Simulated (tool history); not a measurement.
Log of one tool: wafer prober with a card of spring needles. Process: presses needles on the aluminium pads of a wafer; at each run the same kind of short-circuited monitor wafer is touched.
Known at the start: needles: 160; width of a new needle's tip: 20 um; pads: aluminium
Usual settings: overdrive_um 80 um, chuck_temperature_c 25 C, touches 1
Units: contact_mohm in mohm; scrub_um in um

run 1 hour=0 | overdrive_um=80 chuck_temperature_c=25 touches=1 | contact_mohm=217 scrub_um=12.69
run 2 hour=26.7 | overdrive_um=80 chuck_temperature_c=25 touches=2 | contact_mohm=201 scrub_um=12.8
run 3 hour=59.8 | overdrive_um=80 chuck_temperature_c=25 touches=2 | contact_mohm=202 scrub_um=12.38
run 4 hour=78.2 | overdrive_um=80 chuck_temperature_c=25 touches=2 | contact_mohm=199 scrub_um=12.27
run 5 hour=96.8 | overdrive_um=80 chuck_temperature_c=63 touches=1 | contact_mohm=206 scrub_um=12.72
run 6 hour=121.3 | overdrive_um=82 chuck_temperature_c=25 touches=1 | contact_mohm=202 scrub_um=12.67
run 7 hour=135.9 | overdrive_um=80 chuck_temperature_c=25 touches=1 | contact_mohm=197 scrub_um=12.33
run 8 hour=160.1 | overdrive_um=80 chuck_temperature_c=25 touches=1 | contact_mohm=195 scrub_um=12.43
run 9 hour=190.6 | overdrive_um=80 chuck_temperature_c=25 touches=1 | contact_mohm=213 scrub_um=12.21
run 10 hour=215.9 | overdrive_um=80 chuck_temperature_c=25 touches=1 | contact_mohm=219 scrub_um=12.17
run 11 hour=244.6 | overdrive_um=80 chuck_temperature_c=25 touches=1 | contact_mohm=215 scrub_um=12.07
run 12 hour=277.5 | overdrive_um=80 chuck_temperature_c=25 touches=1 | contact_mohm=220 scrub_um=12.41
run 13 hour=301.4 | overdrive_um=60 chuck_temperature_c=53 touches=1 | contact_mohm=243 scrub_um=9.77
run 14 hour=325.2 | overdrive_um=95 chuck_temperature_c=49 touches=1 | contact_mohm=210 scrub_um=15.43
run 15 hour=354.4 | overdrive_um=64 chuck_temperature_c=25 touches=2 | contact_mohm=206 scrub_um=10.29
run 16 hour=375.4 | overdrive_um=64 chuck_temperature_c=25 touches=2 | contact_mohm=216 scrub_um=10.19
run 17 hour=403.4 | overdrive_um=64 chuck_temperature_c=25 touches=2 | contact_mohm=200 scrub_um=10.11
run 18 hour=429.4 | overdrive_um=74 chuck_temperature_c=63 touches=2 | contact_mohm=215 scrub_um=11.7
run 19 hour=450 | overdrive_um=74 chuck_temperature_c=63 touches=2 | contact_mohm=216 scrub_um=11.65
run 20 hour=475.8 | overdrive_um=74 chuck_temperature_c=63 touches=2 | contact_mohm=231 scrub_um=11.22
run 21 hour=503.4 | overdrive_um=63 chuck_temperature_c=56 touches=2 | contact_mohm=237 scrub_um=9.65
run 22 hour=533 | overdrive_um=63 chuck_temperature_c=107 touches=2 | contact_mohm=219 scrub_um=9.6
run 23 hour=547.2 | overdrive_um=63 chuck_temperature_c=97 touches=1 | contact_mohm=227 scrub_um=9.36
run 24 hour=571.6 | overdrive_um=63 chuck_temperature_c=97 touches=1 | contact_mohm=249 scrub_um=9.48

Not shown: 120 entries that the log had between the listed runs. Between which runs, and how does the tool's hidden state differ before and after?
Between runs 1 and 2: tips cleaned on abrasive film (hour 2.1); tips cleaned on abrasive film (hour 7.1); tips cleaned on abrasive film (hour 11.1); tips cleaned on abrasive film (hour 16.2); tips cleaned on abrasive film (hour 21.2); tips cleaned on abrasive film (hour 26.2)
  debris on the tips, nm: 33.4 -> 12.3; way that the needles fall short of the set height, um: 1.08 -> 1.52; tips' diameter, um: 20.38 -> 20.53
  measured less the result without the state, contact_mohm: +26 -> +7 mohm; scrub_um: -0.17 -> -0.24 um
Between runs 2 and 3: tips cleaned on abrasive film (hour 30.7); tips cleaned on abrasive film (hour 35.7); tips cleaned on abrasive film (hour 40.7); tips cleaned on abrasive film (hour 44.8); tips cleaned on abrasive film (hour 49.8); tips cleaned on abrasive film (hour 54.8); tips cleaned on abrasive film (hour 58.9)
  debris on the tips, nm: 12.3 -> 15.3; way that the needles fall short of the set height, um: 1.52 -> 2.09; tips' diameter, um: 20.53 -> 20.73
  measured less the result without the state, contact_mohm: +7 -> +8 mohm; scrub_um: -0.24 -> -0.33 um
Between runs 3 and 4: tips cleaned on abrasive film (hour 63.8); tips cleaned on abrasive film (hour 68.9); tips cleaned on abrasive film (hour 73.9); tips cleaned on abrasive film (hour 77.9)
  debris on the tips, nm: 15.3 -> 9.9; way that the needles fall short of the set height, um: 2.09 -> 2.36; tips' diameter, um: 20.73 -> 20.83
  measured less the result without the state, contact_mohm: +8 -> +5 mohm; scrub_um: -0.33 -> -0.38 um
Between runs 4 and 5: tips cleaned on abrasive film (hour 82.2); tips cleaned on abrasive film (hour 87.3); tips cleaned on abrasive film (hour 92.3); tips cleaned on abrasive film (hour 96.8)
  debris on the tips, nm: 9.9 -> 5.6; way that the needles fall short of the set height, um: 2.36 -> 2.61; tips' diameter, um: 20.83 -> 20.91
  measured less the result without the state, contact_mohm: +5 -> +5 mohm; scrub_um: -0.38 -> -0.42 um
Between runs 5 and 6: tips cleaned on abrasive film (hour 101.8); tips cleaned on abrasive film (hour 106.8); tips cleaned on abrasive film (hour 111.8); tips cleaned on abrasive film (hour 116.9); tips cleaned on abrasive film (hour 121.3)
  debris on the tips, nm: 5.6 -> 5.8; way that the needles fall short of the set height, um: 2.61 -> 3.02; tips' diameter, um: 20.91 -> 21.06
  measured less the result without the state, contact_mohm: +5 -> +5 mohm; scrub_um: -0.42 -> -0.48 um
Between runs 6 and 7: tips cleaned on abrasive film (hour 126.3); tips cleaned on abrasive film (hour 131.3); tips cleaned on abrasive film (hour 135.9)
  debris on the tips, nm: 5.8 -> 4.8; way that the needles fall short of the set height, um: 3.02 -> 3.2; tips' diameter, um: 21.06 -> 21.12
  measured less the result without the state, contact_mohm: +5 -> +5 mohm; scrub_um: -0.48 -> -0.51 um
Between runs 7 and 8: tips cleaned on abrasive film (hour 140); tips cleaned on abrasive film (hour 145); tips cleaned on abrasive film (hour 150); tips cleaned on abrasive film (hour 155); tips cleaned on abrasive film (hour 160)
  debris on the tips, nm: 4.8 -> 4.4; way that the needles fall short of the set height, um: 3.2 -> 3.62; tips' diameter, um: 21.12 -> 21.27
  measured less the result without the state, contact_mohm: +5 -> +5 mohm; scrub_um: -0.51 -> -0.59 um
Between runs 8 and 9: tips cleaned on abrasive film (hour 164.1); tips cleaned on abrasive film (hour 169.1); tips cleaned on abrasive film (hour 174.1); tips cleaned on abrasive film (hour 179.2); tips cleaned on abrasive film (hour 184.2); tips cleaned on abrasive film (hour 189.2)
  debris on the tips, nm: 4.4 -> 23; way that the needles fall short of the set height, um: 3.62 -> 4.09; tips' diameter, um: 21.27 -> 21.43
  measured less the result without the state, contact_mohm: +5 -> +21 mohm; scrub_um: -0.59 -> -0.66 um
Between runs 9 and 10: tips cleaned on abrasive film (hour 193.7); tips cleaned on abrasive film (hour 198.7); tips cleaned on abrasive film (hour 203.7); tips cleaned on abrasive film (hour 208.8); tips cleaned on abrasive film (hour 213.8)
  debris on the tips, nm: 23 -> 32.6; way that the needles fall short of the set height, um: 4.09 -> 4.44; tips' diameter, um: 21.43 -> 21.56
  measured less the result without the state, contact_mohm: +21 -> +30 mohm; scrub_um: -0.66 -> -0.71 um
Between runs 10 and 11: tips cleaned on abrasive film (hour 218); tips cleaned on abrasive film (hour 223); tips cleaned on abrasive film (hour 228.1); tips cleaned on abrasive film (hour 233.1); tips cleaned on abrasive film (hour 238.1); tips cleaned on abrasive film (hour 243.1)
  debris on the tips, nm: 32.6 -> 19.6; way that the needles fall short of the set height, um: 4.44 -> 4.82; tips' diameter, um: 21.56 -> 21.69
  measured less the result without the state, contact_mohm: +30 -> +19 mohm; scrub_um: -0.71 -> -0.78 um
Between runs 11 and 12: tips cleaned on abrasive film (hour 247.7); tips cleaned on abrasive film (hour 252.7); tips cleaned on abrasive film (hour 257.7); tips cleaned on abrasive film (hour 261.8); tips cleaned on abrasive film (hour 266.8); tips cleaned on abrasive film (hour 271.8); tips cleaned on abrasive film (hour 275.9)
  debris on the tips, nm: 19.6 -> 28.5; way that the needles fall short of the set height, um: 4.82 -> 5.27; tips' diameter, um: 21.69 -> 21.84
  measured less the result without the state, contact_mohm: +19 -> +28 mohm; scrub_um: -0.78 -> -0.86 um
Between runs 12 and 13: tips cleaned on abrasive film (hour 280.5); tips cleaned on abrasive film (hour 284.5); tips cleaned on abrasive film (hour 289.6); height of the first contact set anew (hour 293.8); tips cleaned on abrasive film (hour 294.9); tips cleaned on abrasive film (hour 298.9)
  debris on the tips, nm: 28.5 -> 30.5; way that the needles fall short of the set height, um: 5.27 -> 0.17; tips' diameter, um: 21.84 -> 21.98
  measured less the result without the state, contact_mohm: +28 -> +41 mohm; scrub_um: -0.86 -> -0.03 um
Between runs 13 and 14: tips cleaned on abrasive film (hour 303.4); tips cleaned on abrasive film (hour 308.5); tips cleaned on abrasive film (hour 313.5); tips cleaned on abrasive film (hour 318.5); tips cleaned on abrasive film (hour 323.5)
  debris on the tips, nm: 30.5 -> 28; way that the needles fall short of the set height, um: 0.17 -> 0.53; tips' diameter, um: 21.98 -> 22.1
  measured less the result without the state, contact_mohm: +41 -> +17 mohm; scrub_um: -0.03 -> -0.08 um
Between runs 14 and 15: tips cleaned on abrasive film (hour 328.3); tips cleaned on abrasive film (hour 333.3); tips cleaned on abrasive film (hour 338.3); tips cleaned on abrasive film (hour 343.4); tips cleaned on abrasive film (hour 348.4); tips cleaned on abrasive film (hour 353.4)
  debris on the tips, nm: 28 -> 14.4; way that the needles fall short of the set height, um: 0.53 -> 1.03; tips' diameter, um: 22.1 -> 22.28
  measured less the result without the state, contact_mohm: +17 -> +13 mohm; scrub_um: -0.08 -> -0.17 um
Between runs 15 and 16: tips cleaned on abrasive film (hour 358.4); tips cleaned on abrasive film (hour 363.4); tips cleaned on abrasive film (hour 368.5); tips cleaned on abrasive film (hour 373.5)
  debris on the tips, nm: 14.4 -> 28; way that the needles fall short of the set height, um: 1.03 -> 1.31; tips' diameter, um: 22.28 -> 22.37
  measured less the result without the state, contact_mohm: +13 -> +23 mohm; scrub_um: -0.17 -> -0.22 um
Between runs 16 and 17: tips cleaned on abrasive film (hour 378.4); tips cleaned on abrasive film (hour 383.4); tips cleaned on abrasive film (hour 388.5); tips cleaned on abrasive film (hour 393.5); tips cleaned on abrasive film (hour 398.5); tips cleaned on abrasive film (hour 403.4)
  debris on the tips, nm: 28 -> 4.9; way that the needles fall short of the set height, um: 1.31 -> 1.76; tips' diameter, um: 22.37 -> 22.53
  measured less the result without the state, contact_mohm: +23 -> +5 mohm; scrub_um: -0.22 -> -0.29 um
Between runs 17 and 18: tips cleaned on abrasive film (hour 408.5); tips cleaned on abrasive film (hour 413.5); tips cleaned on abrasive film (hour 418.5); tips cleaned on abrasive film (hour 423.5); tips cleaned on abrasive film (hour 428.5)
  debris on the tips, nm: 4.9 -> 18.1; way that the needles fall short of the set height, um: 1.76 -> 2.15; tips' diameter, um: 22.53 -> 22.67
  measured less the result without the state, contact_mohm: +5 -> +12 mohm; scrub_um: -0.29 -> -0.35 um
Between runs 18 and 19: tips cleaned on abrasive film (hour 433.4); tips cleaned on abrasive film (hour 438.5); tips cleaned on abrasive film (hour 443.5); tips cleaned on abrasive film (hour 448.5)
  debris on the tips, nm: 18.1 -> 24.1; way that the needles fall short of the set height, um: 2.15 -> 2.45; tips' diameter, um: 22.67 -> 22.78
  measured less the result without the state, contact_mohm: +12 -> +17 mohm; scrub_um: -0.35 -> -0.39 um
Between runs 19 and 20: tips cleaned on abrasive film (hour 453); tips cleaned on abrasive film (hour 458.1); tips cleaned on abrasive film (hour 463.1); tips cleaned on abrasive film (hour 467.1); tips cleaned on abrasive film (hour 472.1)
  debris on the tips, nm: 24.1 -> 45.7; way that the needles fall short of the set height, um: 2.45 -> 2.84; tips' diameter, um: 22.78 -> 22.91
  measured less the result without the state, contact_mohm: +17 -> +30 mohm; scrub_um: -0.39 -> -0.46 um
Between runs 20 and 21: tips cleaned on abrasive film (hour 476.9); tips cleaned on abrasive film (hour 480.9); tips cleaned on abrasive film (hour 485.9); tips cleaned on abrasive film (hour 491); tips cleaned on abrasive film (hour 496); tips cleaned on abrasive film (hour 501)
  debris on the tips, nm: 45.7 -> 36.9; way that the needles fall short of the set height, um: 2.84 -> 3.24; tips' diameter, um: 22.91 -> 23.05
  measured less the result without the state, contact_mohm: +30 -> +34 mohm; scrub_um: -0.46 -> -0.52 um
Between runs 21 and 22: tips cleaned on abrasive film (hour 505.5); tips cleaned on abrasive film (hour 510.5); tips cleaned on abrasive film (hour 515.5); tips cleaned on abrasive film (hour 519.6); tips cleaned on abrasive film (hour 524.6); tips cleaned on abrasive film (hour 528.6); tips cleaned on abrasive film (hour 533)
  debris on the tips, nm: 36.9 -> 2.3; way that the needles fall short of the set height, um: 3.24 -> 3.75; tips' diameter, um: 23.05 -> 23.23
  measured less the result without the state, contact_mohm: +34 -> +6 mohm; scrub_um: -0.52 -> -0.61 um
Between runs 22 and 23: tips cleaned on abrasive film (hour 538); tips cleaned on abrasive film (hour 543); tips cleaned on abrasive film (hour 547.2)
  debris on the tips, nm: 2.3 -> 6.1; way that the needles fall short of the set height, um: 3.75 -> 3.97; tips' diameter, um: 23.23 -> 23.31
  measured less the result without the state, contact_mohm: +6 -> +12 mohm; scrub_um: -0.61 -> -0.63 um
Between runs 23 and 24: tips cleaned on abrasive film (hour 551.2); tips cleaned on abrasive film (hour 555.3); tips cleaned on abrasive film (hour 560.3); tips cleaned on abrasive film (hour 565.3); tips cleaned on abrasive film (hour 570.3)
  debris on the tips, nm: 6.1 -> 21.8; way that the needles fall short of the set height, um: 3.97 -> 4.31; tips' diameter, um: 23.31 -> 23.43
  measured less the result without the state, contact_mohm: +12 -> +34 mohm; scrub_um: -0.63 -> -0.68 um

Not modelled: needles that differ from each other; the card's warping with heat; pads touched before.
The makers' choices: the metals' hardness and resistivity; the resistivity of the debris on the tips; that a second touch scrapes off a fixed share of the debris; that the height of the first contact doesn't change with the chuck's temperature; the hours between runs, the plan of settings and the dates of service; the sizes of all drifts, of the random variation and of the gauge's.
